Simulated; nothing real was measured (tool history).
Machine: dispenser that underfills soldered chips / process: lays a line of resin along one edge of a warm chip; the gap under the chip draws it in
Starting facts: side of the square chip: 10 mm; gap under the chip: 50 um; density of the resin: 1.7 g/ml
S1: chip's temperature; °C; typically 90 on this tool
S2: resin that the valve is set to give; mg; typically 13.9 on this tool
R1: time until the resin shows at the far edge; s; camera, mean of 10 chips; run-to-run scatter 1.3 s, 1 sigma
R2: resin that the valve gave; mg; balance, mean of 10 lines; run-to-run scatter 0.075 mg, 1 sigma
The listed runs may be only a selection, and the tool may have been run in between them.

Run 1, hour 0: usual settings. Result: R1 140.9 s, R2 13.04 mg.
Run 2, hour 10.6: usual settings. Result: R1 213.3 s, R2 12.96 mg.
At hour 15.3: new syringe of resin.
Run 3, hour 17.5: usual settings but S2 17.3 mg. Result: R1 124.2 s, R2 16.1 mg.
Run 4, hour 23.6: usual settings but S2 17.2 mg. Result: R1 164.4 s, R2 15.86 mg.
Run 5, hour 29.3: usual settings but S2 17.2 mg. Result: R1 204.8 s, R2 15.64 mg.
At hour 34.8: new syringe of resin.
Run 6, hour 38.3: usual settings but S2 17.2 mg. Result: R1 136.5 s, R2 15.68 mg.
At hour 41.1: dispensing valve cleaned and set on the balance.
Run 7, hour 49.9: usual settings but S2 17.2 mg. Result: R1 207.3 s, R2 17.12 mg.
At hour 54.7: new syringe of resin.
Run 8, hour 58.7: usual settings but S2 16.7 mg. Result: R1 139.9 s, R2 16.44 mg.
Run 9, hour 69.6: usual settings but S2 16.7 mg. Result: R1 215 s, R2 16.33 mg.
At hour 74: new syringe of resin.
Run 10, hour 76.8: usual settings but S1 85 °C. Result: R1 167.8 s, R2 13.55 mg.
Run 11, hour 82.3: usual settings but S1 75 °C. Result: R1 314.4 s, R2 13.6 mg.
Run 12, hour 88.5: usual settings. Result: R1 213.7 s, R2 13.59 mg.
At hour 93.9: new syringe of resin.
Run 13, hour 95.3: usual settings. Result: R1 127.7 s, R2 13.56 mg.
Run 14, hour 106: usual settings but S1 102 °C. Result: R1 118.6 s, R2 13.37 mg.
Run 15, hour 111.1: usual settings but S1 102 °C. Result: R1 142.5 s, R2 13.28 mg.
At hour 113.5: new syringe of resin.
Run 16, hour 121.2: usual settings but S1 102 °C. Result: R1 97.9 s, R2 13.26 mg.
Run 17, hour 128.4: usual settings but S1 79 °C. Result: R1 354.3 s, R2 13.15 mg.
At hour 133.2: new syringe of resin.
Run 18, hour 136.2: usual settings but S1 79 °C. Result: R1 221.2 s, R2 13.19 mg.
Run 19, hour 144.2: usual settings but S1 97 °C, S2 15 mg. Result: R1 137.4 s, R2 14.15 mg.
Run 20, hour 151: usual settings but S1 97 °C, S2 15 mg. Result: R1 180.2 s, R2 13.99 mg.
At hour 152.4: new syringe of resin.
Run 21, hour 161.2: usual settings but S1 97 °C, S2 15 mg. Result: R1 127.2 s, R2 13.97 mg.
Run 22, hour 167: usual settings but S1 97 °C, S2 15 mg. Result: R1 160.6 s, R2 14.08 mg.
At hour 171.6: new syringe of resin.
Run 23, hour 176.1: usual settings but S1 94 °C, S2 18.1 mg. Result: R1 119.2 s, R2 16.91 mg.
Run 24, hour 186.1: usual settings but S1 81 °C, S2 15.1 mg. Result: R1 307.2 s, R2 13.92 mg.
At hour 190.6: new syringe of resin.
Run 25, hour 191.4: usual settings but S1 82 °C, S2 16.4 mg. Result: R1 171.2 s, R2 14.99 mg.
Run 26, hour 197: usual settings but S1 77 °C, S2 12 mg. Result: R1 285.9 s, R2 10.93 mg.
At hour 204.2: dispensing valve cleaned and set on the balance.
Run 27, hour 205: usual settings but S1 99 °C, S2 12 mg. Result: R1 141.5 s, R2 12.02 mg.
At hour 210.5: new syringe of resin.
Run 28, hour 211.1: usual settings but S1 83 °C, S2 13.5 mg. Result: R1 163 s, R2 13.53 mg.
Run 29, hour 220.1: usual settings but S1 77 °C, S2 17.7 mg. Result: R1 296.9 s, R2 17.63 mg.
Run 30, hour 225.1: usual settings but S1 89 °C, S2 14 mg. Result: R1 213.1 s, R2 13.87 mg.
At hour 230.1: new syringe of resin.
Run 31, hour 235: usual settings but S1 89 °C, S2 14 mg. Result: R1 150 s, R2 13.92 mg.
Run 32, hour 240.6: usual settings but S1 95 °C, S2 17.6 mg. Result: R1 144.1 s, R2 17.25 mg.
Run 33, hour 246.6: usual settings but S1 79 °C, S2 13 mg. Result: R1 371.2 s, R2 12.68 mg.
At hour 249.6: new syringe of resin.
Run 34, hour 257.8: usual settings but S1 85 °C, S2 16.9 mg. Result: R1 195.8 s, R2 16.59 mg.
Run 35, hour 265.8: usual settings but S1 102 °C, S2 12.5 mg. Result: R1 137.7 s, R2 12.17 mg.
At hour 268.6: new syringe of resin.
Run 36, hour 276.1: usual settings but S1 94 °C, S2 17.3 mg. Result: R1 130.3 s, R2 16.63 mg.

Here are 4 independent what-if runs from the current tool condition. What would each one return?
Run A, hour 282.1: usual settings but S1 100 °C, S2 13.3 mg. Result: R1 ?, R2 ?.
Run B, hour 282.1: usual settings but S1 104 °C, S2 13.6 mg. Result: R1 ?, R2 ?.
Run C, hour 282.1: usual settings but S1 86 °C, S2 17.3 mg. Result: R1 ?, R2 ?.
Run D, hour 282.1: usual settings but S1 94 °C, S2 14.2 mg. Result: R1 ?, R2 ?.

run     R1     R2
  A  131.9  12.66
  B  110.9  13.21
  C  233.7  16.41
  D  168.4   13.5
The same runs, with their run-to-run variation unchanged, on a tool lacking any hidden condition would have given:
run     R1     R2
  A   82.4   13.2
  B     69  13.77
  C  147.4  17.11
  D  105.6  14.08
